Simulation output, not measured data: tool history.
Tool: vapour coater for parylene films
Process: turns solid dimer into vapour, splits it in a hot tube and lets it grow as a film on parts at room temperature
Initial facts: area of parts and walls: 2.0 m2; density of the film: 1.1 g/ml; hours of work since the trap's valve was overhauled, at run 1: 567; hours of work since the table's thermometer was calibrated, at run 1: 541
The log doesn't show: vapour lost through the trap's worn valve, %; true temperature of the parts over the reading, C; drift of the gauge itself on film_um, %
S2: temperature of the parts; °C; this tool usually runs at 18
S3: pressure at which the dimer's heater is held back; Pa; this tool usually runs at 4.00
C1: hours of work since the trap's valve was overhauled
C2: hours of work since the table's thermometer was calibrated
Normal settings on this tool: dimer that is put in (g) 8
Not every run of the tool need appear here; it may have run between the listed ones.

run 1 day=0.000 | dimer_that_is_put_in_(g)=8 S2=18 S3=4.00 | C1=567 C2=541 | thickness_of_the_film_(nm)=2606
run 2 day=1.662 | dimer_that_is_put_in_(g)=8 S2=18 S3=4.00 | C1=585 C2=558 | thickness_of_the_film_(nm)=2612
-- day=3.104 trap's valve overhauled
run 3 day=3.312 | dimer_that_is_put_in_(g)=8 S2=18 S3=4.00 | C1=2 C2=573 | thickness_of_the_film_(nm)=2631
run 4 day=4.842 | dimer_that_is_put_in_(g)=7 S2=18 S3=4.00 | C1=18 C2=589 | thickness_of_the_film_(nm)=2323
run 5 day=6.325 | dimer_that_is_put_in_(g)=7 S2=18 S3=4.00 | C1=33 C2=604 | thickness_of_the_film_(nm)=2294
run 6 day=7.375 | dimer_that_is_put_in_(g)=8 S2=18 S3=9.68 | C1=44 C2=615 | thickness_of_the_film_(nm)=2242
run 7 day=9.212 | dimer_that_is_put_in_(g)=8 S2=18 S3=9.68 | C1=63 C2=634 | thickness_of_the_film_(nm)=2230
run 8 day=10.117 | dimer_that_is_put_in_(g)=8 S2=19 S3=4.00 | C1=72 C2=643 | thickness_of_the_film_(nm)=2574
run 9 day=11.412 | dimer_that_is_put_in_(g)=8 S2=19 S3=4.00 | C1=85 C2=656 | thickness_of_the_film_(nm)=2563
run 10 day=12.662 | dimer_that_is_put_in_(g)=8 S2=19 S3=4.00 | C1=98 C2=669 | thickness_of_the_film_(nm)=2582
run 11 day=13.946 | dimer_that_is_put_in_(g)=8 S2=19 S3=4.00 | C1=111 C2=682 | thickness_of_the_film_(nm)=2562
run 12 day=15.088 | dimer_that_is_put_in_(g)=8 S2=18 S3=4.00 | C1=123 C2=694 | thickness_of_the_film_(nm)=2663
run 13 day=16.912 | dimer_that_is_put_in_(g)=8 S2=18 S3=4.00 | C1=142 C2=713 | thickness_of_the_film_(nm)=2656
run 14 day=18.029 | dimer_that_is_put_in_(g)=8 S2=18 S3=4.00 | C1=153 C2=724 | thickness_of_the_film_(nm)=2665
run 15 day=18.829 | dimer_that_is_put_in_(g)=8 S2=18 S3=4.00 | C1=161 C2=732 | thickness_of_the_film_(nm)=2655
run 16 day=20.621 | dimer_that_is_put_in_(g)=13 S2=18 S3=4.00 | C1=180 C2=751 | thickness_of_the_film_(nm)=4335
run 17 day=22.283 | dimer_that_is_put_in_(g)=8 S2=18 S3=2.80 | C1=197 C2=768 | thickness_of_the_film_(nm)=2865
run 18 day=23.250 | dimer_that_is_put_in_(g)=5 S2=18 S3=4.00 | C1=207 C2=778 | thickness_of_the_film_(nm)=1662
run 19 day=24.792 | dimer_that_is_put_in_(g)=5 S2=18 S3=4.00 | C1=222 C2=794 | thickness_of_the_film_(nm)=1665
run 20 day=26.254 | dimer_that_is_put_in_(g)=4 S2=18 S3=4.00 | C1=237 C2=809 | thickness_of_the_film_(nm)=1322
run 21 day=27.979 | dimer_that_is_put_in_(g)=8 S2=17 S3=4.00 | C1=255 C2=826 | thickness_of_the_film_(nm)=2747
run 22 day=29.725 | dimer_that_is_put_in_(g)=8 S2=18 S3=4.00 | C1=273 C2=844 | thickness_of_the_film_(nm)=2678
run 23 day=30.796 | dimer_that_is_put_in_(g)=8 S2=18 S3=4.00 | C1=284 C2=855 | thickness_of_the_film_(nm)=2680
run 24 day=32.079 | dimer_that_is_put_in_(g)=8 S2=21 S3=4.00 | C1=297 C2=868 | thickness_of_the_film_(nm)=2469
-- day=32.871 gauge calibrated
run 25 day=33.242 | dimer_that_is_put_in_(g)=11 S2=12 S3=2.28 | C1=309 C2=880 | thickness_of_the_film_(nm)=4752
run 26 day=34.642 | dimer_that_is_put_in_(g)=11 S2=12 S3=2.28 | C1=324 C2=895 | thickness_of_the_film_(nm)=4729
run 27 day=36.475 | dimer_that_is_put_in_(g)=11 S2=12 S3=2.28 | C1=342 C2=913 | thickness_of_the_film_(nm)=4758
run 28 day=37.712 | dimer_that_is_put_in_(g)=11 S2=12 S3=2.28 | C1=355 C2=926 | thickness_of_the_film_(nm)=4783
run 29 day=39.100 | dimer_that_is_put_in_(g)=11 S2=12 S3=2.28 | C1=369 C2=940 | thickness_of_the_film_(nm)=4789
run 30 day=40.900 | dimer_that_is_put_in_(g)=11 S2=12 S3=2.28 | C1=388 C2=959 | thickness_of_the_film_(nm)=4767
run 31 day=42.592 | dimer_that_is_put_in_(g)=5 S2=12 S3=2.28 | C1=405 C2=976 | thickness_of_the_film_(nm)=2181
run 32 day=44.467 | dimer_that_is_put_in_(g)=5 S2=17 S3=2.28 | C1=424 C2=995 | thickness_of_the_film_(nm)=1895
run 33 day=45.417 | dimer_that_is_put_in_(g)=11 S2=11 S3=2.28 | C1=434 C2=1005 | thickness_of_the_film_(nm)=4928
run 34 day=47.296 | dimer_that_is_put_in_(g)=4 S2=16 S3=3.85 | C1=453 C2=1024 | thickness_of_the_film_(nm)=1402
run 35 day=48.233 | dimer_that_is_put_in_(g)=4 S2=13 S3=2.99 | C1=463 C2=1034 | thickness_of_the_film_(nm)=1613
run 36 day=49.392 | dimer_that_is_put_in_(g)=5 S2=12 S3=3.81 | C1=475 C2=1046 | thickness_of_the_film_(nm)=1968
run 37 day=50.212 | dimer_that_is_put_in_(g)=4 S2=18 S3=4.00 | C1=483 C2=1054 | thickness_of_the_film_(nm)=1325
run 38 day=51.488 | dimer_that_is_put_in_(g)=9 S2=18 S3=2.10 | C1=496 C2=1067 | thickness_of_the_film_(nm)=3398
run 39 day=53.404 | dimer_that_is_put_in_(g)=9 S2=18 S3=2.10 | C1=516 C2=1087 | thickness_of_the_film_(nm)=3369
run 40 day=55.208 | dimer_that_is_put_in_(g)=9 S2=18 S3=2.10 | C1=535 C2=1106 | thickness_of_the_film_(nm)=3373
run 41 day=56.021 | dimer_that_is_put_in_(g)=12 S2=11 S3=10.29 | C1=543 C2=1114 | thickness_of_the_film_(nm)=4022
run 42 day=57.371 | dimer_that_is_put_in_(g)=7 S2=25 S3=2.51 | C1=557 C2=1128 | thickness_of_the_film_(nm)=2108
run 43 day=58.538 | dimer_that_is_put_in_(g)=14 S2=17 S3=7.09 | C1=569 C2=1140 | thickness_of_the_film_(nm)=4298
run 44 day=59.538 | dimer_that_is_put_in_(g)=9 S2=21 S3=7.96 | C1=579 C2=1150 | thickness_of_the_film_(nm)=2418
run 45 day=61.304 | dimer_that_is_put_in_(g)=9 S2=21 S3=7.96 | C1=597 C2=1168 | thickness_of_the_film_(nm)=2425
-- day=61.612 trap's valve overhauled
run 46 day=63.154 | dimer_that_is_put_in_(g)=8 S2=13 S3=8.55 | C1=16 C2=1185 | thickness_of_the_film_(nm)=2668
run 47 day=64.271 | dimer_that_is_put_in_(g)=5 S2=27 S3=4.00 | C1=27 C2=1197 | thickness_of_the_film_(nm)=1310

Entry by entry between the runs, the difference in hidden state between the last listed run before and the first listed run after:
Run 2 -> run 3: trap's valve overhauled (day 3.104)
  vapour lost through the trap's worn valve, %: 0.3 -> 0; drift of the gauge itself on film_um, %: 0.12 -> 0.22
  difference, measured minus the result without the unlogged condition, thickness of the film (nm): -6 -> +5
Run 24 -> run 25: gauge calibrated (day 32.871)
  drift of the gauge itself on film_um, %: 2.21 -> 0.03
  difference, measured minus the result without the unlogged condition, thickness of the film (nm): +50 -> -5
Run 45 -> run 46: trap's valve overhauled (day 61.612)
  vapour lost through the trap's worn valve, %: 0.3 -> 0; drift of the gauge itself on film_um, %: 1.97 -> 2.08
  difference, measured minus the result without the unlogged condition, thickness of the film (nm): +40 -> +54

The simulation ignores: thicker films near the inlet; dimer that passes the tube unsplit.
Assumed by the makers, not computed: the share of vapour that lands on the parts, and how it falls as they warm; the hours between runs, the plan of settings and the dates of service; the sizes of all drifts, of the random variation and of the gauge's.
